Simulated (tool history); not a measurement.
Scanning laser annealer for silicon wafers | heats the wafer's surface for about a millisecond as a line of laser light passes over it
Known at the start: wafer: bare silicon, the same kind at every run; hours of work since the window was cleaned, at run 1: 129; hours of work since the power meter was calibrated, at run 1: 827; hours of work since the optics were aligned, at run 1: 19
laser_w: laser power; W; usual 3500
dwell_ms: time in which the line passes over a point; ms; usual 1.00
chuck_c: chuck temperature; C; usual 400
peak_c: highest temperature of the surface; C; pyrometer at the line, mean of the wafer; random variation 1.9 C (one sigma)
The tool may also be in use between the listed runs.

run    hour  laser_w  dwell_ms  chuck_c  hours of work since the window was cleaned  hours of work since the power meter was calibrated  hours of work since the optics were aligned  peak_c
  1     0.0     3500      1.00      400                                         129                                                 827                                           19    1183
  2    26.9     3500      1.00      400                                         140                                                 838                                           30    1179
  3    67.1     3500      1.00      400                                         157                                                 855                                           47    1178
  4    94.2     3500      0.78      400                                         169                                                 867                                           59    1087
  5   143.4     3500      1.03      400                                         190                                                 888                                           80    1189
  6   172.4     3500      1.03      400                                         202                                                 900                                           92    1184
  7   194.9     3500      1.03      400                                         212                                                 910                                          102    1188
  8   227.1     3500      1.00      400                                         225                                                 923                                          115    1176
  9   274.6     3500      1.00      400                                         246                                                 943                                          136    1169
 10   310.5     3500      1.00      400                                         261                                                 959                                          151    1175
 11   349.4     3500      1.00      376                                         277                                                 975                                          167    1146
 12   374.8     3192      1.00      400                                         288                                                 986                                          178    1108
 13   398.1     3192      1.00      400                                         298                                                 996                                          188    1106
 14   449.1     3192      1.00      416                                         320                                                1018                                          210    1115
 15   477.3     3192      1.00      416                                         332                                                1030                                          222    1119
 16   518.8     3192      1.00      416                                         349                                                1047                                          239    1117
 17   558.5     3141      1.02      400                                         366                                                1064                                          256    1096
 18   586.2     3141      1.02      403                                         378                                                1076                                          268    1103
      604.2  -- window over the wafer cleaned
 19   622.8     3022      1.00      392                                           8                                                1091                                          283    1068
 20   675.9     3137      0.84      433                                          30                                                1113                                          305    1077
 21   711.9     3137      0.84      433                                          46                                                1128                                          321    1076
 22   745.0     3588      1.03      428                                          60                                                1142                                          335    1229
 23   800.1     3500      1.00      404                                          83                                                1166                                          358    1179
 24   825.2     3500      1.00      404                                          94                                                1177                                          369    1179
 25   864.9     3818      0.85      375                                         111                                                1193                                          386    1149
 26   888.0     3818      0.85      375                                         121                                                1203                                          395    1146
 27   942.4     3818      0.85      375                                         144                                                1226                                          419    1146
 28   972.8     3131      1.05      400                                         157                                                1239                                          431    1110
 29  1019.0     3500      0.94      363                                         176                                                1259                                          451    1107
 30  1042.3     3500      1.00      362                                         186                                                1269                                          461    1128
 31  1066.2     3500      1.00      362                                         196                                                1279                                          471    1125

3 ways to go on from here, each from the tool as it stands after run 31. What would each give?
  A  1110.4     3214      1.00      399                                         215                                                1298                                          490       ?
  B  1110.4     3627      1.07      374                                         215                                                1298                                          490       ?
  C  1110.4     3500      1.02      362                                         215                                                1298                                          490       ?

run  peak_c
  A    1109
  B    1195
  C    1131
Without the tool's hidden state the same runs would have given:
run  peak_c
  A    1139
  B    1229
  C    1163
